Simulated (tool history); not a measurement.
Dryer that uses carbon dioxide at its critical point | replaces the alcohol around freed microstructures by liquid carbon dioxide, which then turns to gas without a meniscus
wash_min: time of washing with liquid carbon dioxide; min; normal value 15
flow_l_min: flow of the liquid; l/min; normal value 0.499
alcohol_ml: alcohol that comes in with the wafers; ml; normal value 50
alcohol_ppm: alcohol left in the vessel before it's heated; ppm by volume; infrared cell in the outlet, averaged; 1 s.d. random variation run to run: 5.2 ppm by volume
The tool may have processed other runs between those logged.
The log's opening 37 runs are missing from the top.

run	hour	wash_min	flow_l_min	alcohol_ml	alcohol_ppm
38	579.7	16	0.598	94	84
39	593.9	16	0.586	94	113
40	613.1	16	0.586	94	95
41	633.5	15	0.778	50	54
42	654.1	9	0.778	50	260
43	669.1	19	0.579	60	63
44	684.9	15	0.344	50	901
45	707.3	11	0.364	50	2226
46	726.9	12	0.345	52	2097

Each row is a separate what-if for the run after 46, all from the same tool condition, not one after another. Results?
A	741.0	11	0.687	46	?
B	741.0	15	0.499	58	?
C	741.0	16	0.586	87	?

run	alcohol_ppm
A	195
B	232
C	126
Stripped of hidden state, with their random variation kept, the same runs would have yielded:
run	alcohol_ppm
A	75
B	95
C	36
